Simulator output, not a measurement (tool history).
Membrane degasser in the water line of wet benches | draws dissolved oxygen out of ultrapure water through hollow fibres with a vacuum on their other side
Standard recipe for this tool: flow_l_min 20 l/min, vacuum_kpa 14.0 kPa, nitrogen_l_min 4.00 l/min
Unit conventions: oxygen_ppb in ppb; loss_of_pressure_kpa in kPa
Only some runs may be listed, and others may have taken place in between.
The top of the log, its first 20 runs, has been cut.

run	hour	flow_l_min	vacuum_kpa	nitrogen_l_min	hours since the membrane was changed	hours since the vacuum gauge was calibrated	hours since the vacuum lines were made tight	oxygen_ppb	loss_of_pressure_kpa
21	4852.7	23	11.5	6.15	9776	3364	2816	439.5	81.52
22	5108.8	23	19.7	2.43	10032	3620	3072	690.8	82.00
23	5268.5	16	19.7	8.52	10191	3779	3232	208.8	56.86
24	5460.8	23	32.8	4.00	10384	3972	3424	730.3	82.25
25	5619.4	17	23.7	1.69	10542	4130	3583	628.8	60.40
26	5806.9	17	23.7	1.69	10730	4318	3770	619.7	61.18
27	6096.2	17	21.1	2.54	11019	4607	4060	446.7	61.76
28	6382.0	15	13.5	4.93	11305	4893	4345	195.6	54.26
29	6689.0	15	13.5	4.93	11612	5200	4653	197.4	54.55
30	6945.3	20	14.5	4.00	11868	5456	4909	406.1	72.16
# hour 6971.9: membrane cartridge changed
31	7253.9	17	27.6	4.00	282	5761	5213	357.3	54.68

Alternative continuations, all from the tool just after run 31; predict every row:
A	7596.7	18	10.7	3.24	625	6104	5556	?	?
B	7596.7	17	8.9	4.00	625	6104	5556	?	?
C	7596.7	14	27.6	4.00	625	6104	5556	?	?
D	7596.7	20	14.4	4.00	625	6104	5556	?	?

run	oxygen_ppb	loss_of_pressure_kpa
A	232.7	57.83
B	169.5	54.22
C	261.3	45.01
D	312.0	64.73
Without the tool's unlogged condition, the same runs would have read:
run	oxygen_ppb	loss_of_pressure_kpa
A	224.3	57.47
B	163.0	53.88
C	250.9	44.73
D	302.6	64.32
